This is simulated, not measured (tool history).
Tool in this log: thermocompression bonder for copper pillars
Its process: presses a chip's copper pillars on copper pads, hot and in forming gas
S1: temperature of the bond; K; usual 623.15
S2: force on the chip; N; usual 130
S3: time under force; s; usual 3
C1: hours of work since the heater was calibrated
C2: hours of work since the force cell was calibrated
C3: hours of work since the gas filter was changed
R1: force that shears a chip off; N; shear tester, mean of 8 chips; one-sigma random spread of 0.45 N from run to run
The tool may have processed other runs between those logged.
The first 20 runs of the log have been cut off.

{"run": 21, "hour": 178.5, "S1": 623.15, "S2": 153, "S3": 3, "C1": 608, "C2": 26, "C3": 386, "R1": 59.7}
{"run": 22, "hour": 190.1, "S1": 623.15, "S2": 153, "S3": 3, "C1": 615, "C2": 33, "C3": 393, "R1": 59.7}
{"run": 23, "hour": 198.3, "S1": 623.15, "S2": 153, "S3": 3, "C1": 620, "C2": 38, "C3": 398, "R1": 59.7}
{"hour": 200.9, "done": "force cell calibrated, once more"}
{"run": 24, "hour": 207.0, "S1": 630.15, "S2": 130, "S3": 3, "C1": 624, "C2": 4, "C3": 402, "R1": 59.4}
{"hour": 219.2, "done": "heater calibrated with a thermocouple chip"}
{"run": 25, "hour": 219.2, "S1": 647.15, "S2": 133, "S3": 3, "C1": 0, "C2": 10, "C3": 408, "R1": 69.4}
{"run": 26, "hour": 226.8, "S1": 647.15, "S2": 133, "S3": 3, "C1": 5, "C2": 15, "C3": 413, "R1": 67.8}
{"run": 27, "hour": 236.2, "S1": 647.15, "S2": 133, "S3": 2, "C1": 10, "C2": 20, "C3": 419, "R1": 61.4}
{"run": 28, "hour": 243.6, "S1": 647.15, "S2": 133, "S3": 2, "C1": 15, "C2": 25, "C3": 423, "R1": 61.9}
{"run": 29, "hour": 256.2, "S1": 600.15, "S2": 145, "S3": 8, "C1": 23, "C2": 33, "C3": 431, "R1": 67.5}
{"run": 30, "hour": 261.4, "S1": 623.15, "S2": 124, "S3": 2, "C1": 26, "C2": 36, "C3": 434, "R1": 50.4}
{"run": 31, "hour": 268.1, "S1": 623.15, "S2": 124, "S3": 2, "C1": 30, "C2": 40, "C3": 438, "R1": 50.7}
{"run": 32, "hour": 273.8, "S1": 644.15, "S2": 187, "S3": 3, "C1": 33, "C2": 43, "C3": 442, "R1": 74.6}
{"run": 33, "hour": 284.2, "S1": 623.15, "S2": 81, "S3": 4, "C1": 40, "C2": 50, "C3": 448, "R1": 51.5}
{"run": 34, "hour": 293.4, "S1": 623.15, "S2": 130, "S3": 2, "C1": 45, "C2": 55, "C3": 454, "R1": 51.2}
{"run": 35, "hour": 302.5, "S1": 650.15, "S2": 124, "S3": 3, "C1": 51, "C2": 61, "C3": 459, "R1": 67.7}
{"run": 36, "hour": 309.0, "S1": 650.15, "S2": 124, "S3": 3, "C1": 55, "C2": 65, "C3": 463, "R1": 67.6}
{"run": 37, "hour": 317.5, "S1": 648.15, "S2": 140, "S3": 3, "C1": 60, "C2": 70, "C3": 468, "R1": 68.9}
{"run": 38, "hour": 323.0, "S1": 615.15, "S2": 81, "S3": 3, "C1": 63, "C2": 73, "C3": 472, "R1": 43.5}
{"run": 39, "hour": 332.8, "S1": 615.15, "S2": 159, "S3": 4, "C1": 69, "C2": 79, "C3": 478, "R1": 63.1}
{"run": 40, "hour": 344.1, "S1": 595.15, "S2": 136, "S3": 4, "C1": 76, "C2": 86, "C3": 485, "R1": 50.5}

Forecast each of these 3 alternatives for the next run:
{"hour": 345.9, "done": "forming gas filter changed"}
{"run": "A", "hour": 354.1, "S1": 646.15, "S2": 130, "S3": 2, "C1": 82, "C2": 92, "C3": 5, "R1": "?"}
{"hour": 345.9, "done": "forming gas filter changed"}
{"run": "B", "hour": 354.1, "S1": 595.15, "S2": 185, "S3": 7, "C1": 82, "C2": 92, "C3": 5, "R1": "?"}
{"hour": 345.9, "done": "forming gas filter changed"}
{"run": "C", "hour": 354.1, "S1": 612.15, "S2": 179, "S3": 2, "C1": 82, "C2": 92, "C3": 5, "R1": "?"}

run=A R1=64.1
run=B R1=72.7
run=C R1=58.2
With the hidden condition removed and each run's random variation left untouched, the same runs would have given:
run=A R1=64.7
run=B R1=73.4
run=C R1=58.9
